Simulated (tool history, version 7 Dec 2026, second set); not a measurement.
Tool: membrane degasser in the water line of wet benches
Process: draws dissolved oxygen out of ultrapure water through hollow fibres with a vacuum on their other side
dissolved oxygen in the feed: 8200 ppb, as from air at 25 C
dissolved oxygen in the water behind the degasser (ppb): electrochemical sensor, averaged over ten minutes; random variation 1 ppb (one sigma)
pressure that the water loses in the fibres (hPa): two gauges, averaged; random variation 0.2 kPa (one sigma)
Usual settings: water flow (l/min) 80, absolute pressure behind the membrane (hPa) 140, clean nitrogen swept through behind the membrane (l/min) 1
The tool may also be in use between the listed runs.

run	hour	water flow (l/min)	absolute pressure behind the membrane (hPa)	clean nitrogen swept through behind the membrane (l/min)	dissolved oxygen in the water behind the degasser (ppb)	pressure that the water loses in the fibres (hPa)
1	0	80	140	1	1283.8	436
2	154.5	80	140	1	1286.4	439.7
3	248.8	54	140	1	991.7	299
4	402.3	54	140	1	991.1	294.6
5	479.5	54	140	1	991.4	295.3
6	570.2	54	120	1	820.8	298.8
7	693	54	120	1	821.1	297.8
8	813.6	54	120	1	821.6	297.3
9	915.1	54	120	2.34	425.7	299.2
10	1049.8	80	140	1	1283.7	445.5
11	1224.4	80	140	1	1286.3	444.5
12	1366.9	92	140	1	1399.7	517.2
13	1461.8	124	140	1	1660.7	694.3
# hour 1586.7: gauge calibrated
14	1586.7	124	140	1	1661.2	672.6
# hour 1596.5: seals of the vacuum lines changed
# hour 1605.3: vacuum gauge calibrated
15	1748.9	124	140	1	1663.5	681.6
16	1900.8	124	140	1	1663.3	674.7
17	2001.4	101	232	1.66	1834.4	553.2
18	2094.7	89	99	1.04	871.1	490.5
19	2249.3	122	113	0.41	1909.2	675.1
20	2340.1	122	113	0.41	1908.9	673.7
21	2462.7	70	343	0.41	4232.4	385.3
22	2577.1	70	343	0.41	4235.1	387.7
23	2717.9	57	140	2.35	538.2	316
24	2809.9	57	140	2.35	538.5	318
25	2984.1	57	344	0.91	2629.5	317.9
26	3098	66	230	1.81	1281.6	372
27	3182.9	51	94	1.57	402.7	285.3
28	3323.2	51	94	1.57	403.1	285.3
29	3455.9	75	176	1.53	1200.2	422.5
30	3562.9	75	176	1.53	1201.2	425.4
31	3721.3	75	176	1.89	1030.6	422.9
32	3862.1	75	176	1.89	1032.6	426.3

3 ways to go on from here, each from the tool as it stands after run 32. What would each give?
A	4002.2	82	166	1.25	?	?
B	4002.2	104	215	1.25	?	?
C	4002.2	79	95	2.25	?	?

run	dissolved oxygen in the water behind the degasser (ppb)	pressure that the water loses in the fibres (hPa)
A	1369.7	466.1
B	2061.6	590.6
C	436.8	448
Without the tool's hidden state the same runs would have given:
run	dissolved oxygen in the water behind the degasser (ppb)	pressure that the water loses in the fibres (hPa)
A	1369.6	445.5
B	2061.5	564.5
C	436.7	428.1
